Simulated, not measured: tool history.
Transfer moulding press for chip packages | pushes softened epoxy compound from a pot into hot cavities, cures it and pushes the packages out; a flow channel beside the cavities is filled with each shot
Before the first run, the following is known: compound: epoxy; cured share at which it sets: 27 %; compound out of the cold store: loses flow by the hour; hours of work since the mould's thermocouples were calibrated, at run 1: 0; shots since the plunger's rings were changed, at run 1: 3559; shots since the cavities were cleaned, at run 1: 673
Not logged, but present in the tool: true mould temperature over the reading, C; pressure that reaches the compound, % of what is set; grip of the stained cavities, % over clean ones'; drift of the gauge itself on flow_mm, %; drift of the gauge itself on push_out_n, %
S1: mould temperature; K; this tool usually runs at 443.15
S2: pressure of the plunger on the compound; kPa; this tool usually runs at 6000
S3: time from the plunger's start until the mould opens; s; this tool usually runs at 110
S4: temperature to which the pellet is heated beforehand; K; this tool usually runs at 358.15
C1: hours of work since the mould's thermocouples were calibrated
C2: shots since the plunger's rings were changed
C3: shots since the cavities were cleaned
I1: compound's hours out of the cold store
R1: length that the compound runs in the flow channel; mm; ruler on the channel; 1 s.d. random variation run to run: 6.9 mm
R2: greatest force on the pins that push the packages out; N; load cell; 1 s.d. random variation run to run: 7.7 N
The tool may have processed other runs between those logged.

run 1 hour=0 | S1=443.15 S2=6000 S3=110 S4=358.15 | C1=0 C2=3559 C3=673 | I1=13.4 | R1=831 R2=641
run 2 hour=26.1 | S1=443.15 S2=6000 S3=110 S4=358.15 | C1=19 C2=3889 C3=1003 | I1=11.9 | R1=842 R2=712
-- hour=40.8 cavities cleaned with cleaning compound and waxed
run 3 hour=71.6 | S1=443.15 S2=6000 S3=110 S4=358.15 | C1=52 C2=4445 C3=390 | I1=40.8 | R1=735 R2=540
run 4 hour=94.8 | S1=443.15 S2=6000 S3=110 S4=358.15 | C1=69 C2=4738 C3=683 | I1=31.1 | R1=743 R2=674
-- hour=108.3 plunger's sealing rings changed
-- hour=136.9 cavities cleaned with cleaning compound and waxed
run 5 hour=136.9 | S1=443.15 S2=6000 S3=126 S4=358.15 | C1=97 C2=343 C3=0 | I1=29.7 | R1=809 R2=288
run 6 hour=167.1 | S1=443.15 S2=6000 S3=126 S4=358.15 | C1=119 C2=725 C3=382 | I1=47.6 | R1=731 R2=485
run 7 hour=217.4 | S1=443.15 S2=6000 S3=126 S4=358.15 | C1=156 C2=1361 C3=1018 | I1=27.7 | R1=807 R2=633
-- hour=231.3 cavities cleaned with cleaning compound and waxed
run 8 hour=253 | S1=443.15 S2=6000 S3=144 S4=358.15 | C1=181 C2=1791 C3=273 | I1=22.3 | R1=819 R2=413
run 9 hour=286 | S1=443.15 S2=6000 S3=144 S4=358.15 | C1=206 C2=2209 C3=691 | I1=21.7 | R1=824 R2=550
-- hour=324.2 cavities cleaned with cleaning compound and waxed
run 10 hour=325.3 | S1=443.15 S2=7390 S3=144 S4=358.15 | C1=234 C2=2687 C3=14 | I1=9.4 | R1=954 R2=305
run 11 hour=374.8 | S1=443.15 S2=6010 S3=144 S4=358.15 | C1=270 C2=3312 C3=639 | I1=42.2 | R1=724 R2=509
run 12 hour=400 | S1=443.15 S2=6010 S3=144 S4=358.15 | C1=289 C2=3631 C3=958 | I1=16.4 | R1=826 R2=592
-- hour=417.7 cavities cleaned with cleaning compound and waxed
run 13 hour=446.4 | S1=443.15 S2=6000 S3=110 S4=358.15 | C1=322 C2=4199 C3=364 | I1=19.7 | R1=803 R2=595
run 14 hour=470.3 | S1=443.15 S2=6000 S3=110 S4=358.15 | C1=340 C2=4501 C3=666 | I1=26.2 | R1=764 R2=674
run 15 hour=497.9 | S1=443.15 S2=6000 S3=110 S4=358.15 | C1=360 C2=4849 C3=1014 | I1=30.1 | R1=757 R2=755

What will run 16 give?
-- hour=502.8 plunger's sealing rings changed
-- hour=513.8 cavities cleaned with cleaning compound and waxed
run 16 hour=533 | S1=443.15 S2=6000 S3=110 S4=358.15 | C1=383 C2=363 C3=243 | I1=39.8 | R1=? R2=?

{"run 16": {"R1": 787, "R2": 495}}
Without the tool's hidden state the same run would have given R1 789 mm, R2 326 N.
